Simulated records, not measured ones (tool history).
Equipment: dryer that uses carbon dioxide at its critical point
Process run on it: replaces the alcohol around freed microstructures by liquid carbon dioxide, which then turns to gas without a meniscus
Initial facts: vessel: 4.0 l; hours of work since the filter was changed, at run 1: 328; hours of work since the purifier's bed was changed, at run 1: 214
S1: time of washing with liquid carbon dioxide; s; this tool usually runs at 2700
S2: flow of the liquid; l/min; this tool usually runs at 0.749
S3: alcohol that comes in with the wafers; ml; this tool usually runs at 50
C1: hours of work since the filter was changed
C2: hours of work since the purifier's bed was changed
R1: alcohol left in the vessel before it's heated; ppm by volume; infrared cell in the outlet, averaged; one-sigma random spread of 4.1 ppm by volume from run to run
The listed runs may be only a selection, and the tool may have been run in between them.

| run | hour | S1 | S2 | S3 | C1 | C2 | R1 |
|---|---|---|---|---|---|---|---|
| 1 | 0.0 | 2700 | 0.749 | 50 | 328 | 214 | 37 |
| 2 | 17.4 | 2700 | 0.749 | 50 | 335 | 221 | 49 |
| 3 | 32.7 | 2700 | 0.749 | 50 | 341 | 227 | 47 |
| 4 | 49.6 | 2700 | 0.749 | 50 | 348 | 234 | 51 |
| 5 | 58.8 | 2700 | 0.490 | 50 | 352 | 237 | 271 |
| 6 | 70.7 | 2700 | 0.749 | 50 | 356 | 242 | 53 |
| 7 | 85.3 | 2700 | 0.749 | 50 | 362 | 248 | 47 |
| 8 | 100.7 | 2700 | 0.749 | 23 | 369 | 255 | 32 |
| 9 | 111.5 | 2700 | 0.749 | 50 | 373 | 259 | 47 |
| 10 | 126.6 | 2700 | 0.749 | 50 | 379 | 265 | 62 |
| 11 | 141.6 | 2700 | 0.749 | 90 | 385 | 271 | 85 |
| 12 | 156.2 | 2700 | 0.749 | 90 | 391 | 277 | 73 |
| 13 | 168.1 | 2700 | 0.749 | 90 | 396 | 282 | 78 |
| 14 | 180.0 | 2700 | 0.749 | 90 | 401 | 287 | 88 |
| 15 | 187.1 | 1980 | 0.749 | 50 | 404 | 290 | 192 |
| 16 | 197.8 | 2700 | 0.749 | 50 | 408 | 294 | 53 |
| 17 | 214.7 | 2700 | 0.749 | 50 | 415 | 301 | 54 |
| 18 | 228.0 | 2700 | 0.749 | 50 | 421 | 307 | 51 |
| 19 | 240.6 | 2700 | 0.749 | 50 | 426 | 312 | 53 |
| 20 | 254.9 | 2700 | 0.749 | 50 | 432 | 317 | 61 |
| 21 | 269.4 | 2700 | 0.749 | 50 | 438 | 323 | 51 |
| 22 | 284.6 | 2700 | 0.749 | 50 | 444 | 330 | 60 |
|  | 291.9 | inlet filter changed |
| 23 | 302.2 | 2700 | 0.749 | 50 | 4 | 336 | 46 |
| 24 | 312.2 | 3120 | 1.260 | 50 | 8 | 340 | 10 |
| 25 | 322.7 | 3000 | 0.495 | 46 | 13 | 345 | 121 |
| 26 | 333.5 | 2520 | 0.953 | 29 | 17 | 349 | 29 |
| 27 | 346.9 | 1740 | 1.042 | 98 | 22 | 355 | 122 |
| 28 | 357.9 | 1740 | 1.042 | 98 | 27 | 359 | 108 |
| 29 | 372.5 | 1680 | 0.749 | 94 | 33 | 365 | 496 |
| 30 | 387.5 | 2700 | 1.126 | 68 | 39 | 371 | 20 |
| 31 | 396.2 | 1620 | 0.633 | 74 | 43 | 375 | 782 |
| 32 | 408.1 | 2460 | 0.970 | 21 | 47 | 380 | 22 |
| 33 | 416.2 | 2460 | 0.970 | 21 | 51 | 383 | 24 |
| 34 | 426.3 | 2460 | 0.970 | 21 | 55 | 387 | 15 |
| 35 | 443.0 | 2700 | 0.702 | 50 | 62 | 394 | 51 |
| 36 | 451.9 | 2220 | 0.749 | 51 | 65 | 397 | 87 |
| 37 | 462.9 | 2700 | 0.518 | 78 | 70 | 402 | 256 |
| 38 | 479.1 | 3000 | 0.635 | 37 | 76 | 409 | 50 |
| 39 | 487.0 | 3000 | 0.635 | 27 | 80 | 412 | 41 |
| 40 | 503.7 | 3000 | 0.635 | 27 | 86 | 419 | 31 |
| 41 | 515.6 | 2640 | 1.243 | 43 | 91 | 423 | 22 |
| 42 | 531.6 | 2700 | 1.137 | 29 | 98 | 430 | 20 |
| 43 | 544.0 | 2700 | 1.137 | 55 | 103 | 435 | 17 |
| 44 | 555.4 | 2700 | 1.137 | 55 | 108 | 440 | 21 |
| 45 | 564.0 | 2700 | 1.137 | 55 | 111 | 443 | 14 |
| 46 | 571.8 | 4140 | 0.584 | 55 | 114 | 446 | 29 |

What if the next run were any one of these 5? Each begins from the tool's condition after run 46:
| A | 582.5 | 4140 | 0.584 | 24 | 119 | 451 | ? |
| B | 582.5 | 3180 | 0.985 | 61 | 119 | 451 | ? |
| C | 582.5 | 2580 | 0.737 | 88 | 119 | 451 | ? |
| D | 582.5 | 3240 | 0.584 | 55 | 119 | 451 | ? |
| E | 582.5 | 4140 | 0.584 | 42 | 119 | 451 | ? |

| run | R1 |
|---|---|
| A | 24 |
| B | 26 |
| C | 89 |
| D | 60 |
| E | 34 |
Had the tool no hidden state, the same runs would have come out as:
| run | R1 |
|---|---|
| A | 9 |
| B | 11 |
| C | 65 |
| D | 41 |
| E | 19 |

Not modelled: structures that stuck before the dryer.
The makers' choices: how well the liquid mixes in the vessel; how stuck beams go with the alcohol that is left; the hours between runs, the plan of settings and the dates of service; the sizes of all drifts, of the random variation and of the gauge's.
